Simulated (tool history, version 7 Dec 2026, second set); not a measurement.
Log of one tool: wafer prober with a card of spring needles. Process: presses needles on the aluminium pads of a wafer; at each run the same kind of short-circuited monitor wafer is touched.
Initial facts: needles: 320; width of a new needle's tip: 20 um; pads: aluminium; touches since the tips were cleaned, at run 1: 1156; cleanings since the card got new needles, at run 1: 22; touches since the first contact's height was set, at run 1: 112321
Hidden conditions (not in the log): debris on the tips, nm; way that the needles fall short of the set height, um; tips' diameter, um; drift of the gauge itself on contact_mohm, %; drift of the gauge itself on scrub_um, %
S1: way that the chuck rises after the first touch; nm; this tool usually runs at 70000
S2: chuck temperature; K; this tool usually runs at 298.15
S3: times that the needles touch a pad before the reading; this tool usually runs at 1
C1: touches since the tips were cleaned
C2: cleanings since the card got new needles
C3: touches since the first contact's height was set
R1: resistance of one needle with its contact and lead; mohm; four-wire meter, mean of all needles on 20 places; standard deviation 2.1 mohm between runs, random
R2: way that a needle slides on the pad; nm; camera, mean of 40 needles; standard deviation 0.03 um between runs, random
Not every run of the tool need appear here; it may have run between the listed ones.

run 1 hour=0.0 | S1=70000 S2=298.15 S3=1 | C1=1156 C2=22 C3=112321 | R1=293 R2=10240
run 2 hour=7.7 | S1=59000 S2=298.15 S3=1 | C1=3955 C2=22 C3=115120 | R1=404 R2=8550
-- hour=8.4 tips cleaned on abrasive film
run 3 hour=14.7 | S1=59000 S2=298.15 S3=1 | C1=2284 C2=23 C3=117635 | R1=362 R2=8580
-- hour=20.4 tips cleaned on abrasive film
run 4 hour=23.7 | S1=70000 S2=298.15 S3=1 | C1=1219 C2=24 C3=120897 | R1=296 R2=10180
-- hour=31.9 tips cleaned on abrasive film
run 5 hour=32.0 | S1=70000 S2=298.15 S3=1 | C1=22 C2=25 C3=123863 | R1=237 R2=10160
run 6 hour=38.6 | S1=70000 S2=298.15 S3=1 | C1=2434 C2=25 C3=126275 | R1=327 R2=10150
-- hour=43.8 tips cleaned on abrasive film
run 7 hour=44.8 | S1=70000 S2=298.15 S3=1 | C1=357 C2=26 C3=128487 | R1=258 R2=10150
run 8 hour=52.6 | S1=70000 S2=298.15 S3=1 | C1=3224 C2=26 C3=131354 | R1=347 R2=10240
-- hour=56.0 tips cleaned on abrasive film
run 9 hour=60.3 | S1=70000 S2=304.15 S3=1 | C1=1557 C2=27 C3=134111 | R1=311 R2=10200
run 10 hour=65.4 | S1=70000 S2=304.15 S3=1 | C1=3414 C2=27 C3=135968 | R1=348 R2=10140
-- hour=67.9 tips cleaned on abrasive film
run 11 hour=70.0 | S1=70000 S2=298.15 S3=1 | C1=780 C2=28 C3=137609 | R1=277 R2=10150
run 12 hour=74.7 | S1=70000 S2=298.15 S3=1 | C1=2508 C2=28 C3=139337 | R1=335 R2=10130
run 13 hour=79.0 | S1=70000 S2=298.15 S3=2 | C1=4053 C2=28 C3=140882 | R1=303 R2=10150
-- hour=79.8 tips cleaned on abrasive film
run 14 hour=85.0 | S1=70000 S2=298.15 S3=2 | C1=1879 C2=29 C3=143022 | R1=276 R2=10150
-- hour=91.9 tips cleaned on abrasive film
run 15 hour=92.2 | S1=84000 S2=309.15 S3=2 | C1=80 C2=30 C3=145610 | R1=234 R2=12260
run 16 hour=101.0 | S1=70000 S2=298.15 S3=3 | C1=3287 C2=30 C3=148817 | R1=271 R2=10130
-- hour=103.8 tips cleaned on abrasive film
run 17 hour=106.4 | S1=70000 S2=382.15 S3=3 | C1=945 C2=31 C3=150765 | R1=266 R2=10120
run 18 hour=115.1 | S1=70000 S2=382.15 S3=3 | C1=4104 C2=31 C3=153924 | R1=286 R2=10190
-- hour=115.6 tips cleaned on abrasive film
run 19 hour=119.4 | S1=54000 S2=315.15 S3=3 | C1=1399 C2=32 C3=155464 | R1=277 R2=7750
-- hour=122.2 height of the first contact set anew
run 20 hour=125.3 | S1=71000 S2=354.15 S3=2 | C1=3448 C2=32 C3=1137 | R1=303 R2=10600
-- hour=127.4 tips cleaned on abrasive film
run 21 hour=130.9 | S1=70000 S2=299.15 S3=1 | C1=1265 C2=33 C3=3121 | R1=299 R2=10360
run 22 hour=138.8 | S1=70000 S2=329.15 S3=2 | C1=4136 C2=33 C3=5992 | R1=310 R2=10380
-- hour=139.6 tips cleaned on abrasive film
run 23 hour=145.9 | S1=70000 S2=388.15 S3=2 | C1=2303 C2=34 C3=8577 | R1=299 R2=10390
-- hour=151.3 tips cleaned on abrasive film
run 24 hour=152.7 | S1=89000 S2=298.15 S3=2 | C1=504 C2=35 C3=11013 | R1=239 R2=13190
run 25 hour=160.7 | S1=58000 S2=371.15 S3=2 | C1=3414 C2=35 C3=13923 | R1=342 R2=8590
-- hour=163.2 tips cleaned on abrasive film
run 26 hour=167.0 | S1=65000 S2=311.15 S3=1 | C1=1378 C2=36 C3=16158 | R1=308 R2=9660
run 27 hour=172.4 | S1=65000 S2=311.15 S3=1 | C1=3363 C2=36 C3=18143 | R1=366 R2=9640

Predict each of these 5 candidate next runs independently; none follows another, all start after run 27:
-- hour=175.0 tips cleaned on abrasive film
run A hour=180.6 | S1=86000 S2=305.15 S3=1 | C1=2061 C2=37 C3=21102 | R1=? R2=?
-- hour=175.0 tips cleaned on abrasive film
run B hour=180.6 | S1=83000 S2=373.15 S3=1 | C1=2061 C2=37 C3=21102 | R1=? R2=?
-- hour=175.0 tips cleaned on abrasive film
run C hour=180.6 | S1=65000 S2=311.15 S3=1 | C1=2061 C2=37 C3=21102 | R1=? R2=?
-- hour=175.0 tips cleaned on abrasive film
run D hour=180.6 | S1=65000 S2=314.15 S3=1 | C1=2061 C2=37 C3=21102 | R1=? R2=?
-- hour=175.0 tips cleaned on abrasive film
run E hour=180.6 | S1=57000 S2=328.15 S3=1 | C1=2061 C2=37 C3=21102 | R1=? R2=?

run=A R1=288 R2=12700
run=B R1=306 R2=12280
run=C R1=334 R2=9630
run=D R1=332 R2=9610
run=E R1=360 R2=8430
Stripped of hidden state, with their random variation kept, the same runs would have yielded:
run=A R1=227 R2=12740
run=B R1=247 R2=12320
run=C R1=233 R2=9670
run=D R1=232 R2=9650
run=E R1=237 R2=8470

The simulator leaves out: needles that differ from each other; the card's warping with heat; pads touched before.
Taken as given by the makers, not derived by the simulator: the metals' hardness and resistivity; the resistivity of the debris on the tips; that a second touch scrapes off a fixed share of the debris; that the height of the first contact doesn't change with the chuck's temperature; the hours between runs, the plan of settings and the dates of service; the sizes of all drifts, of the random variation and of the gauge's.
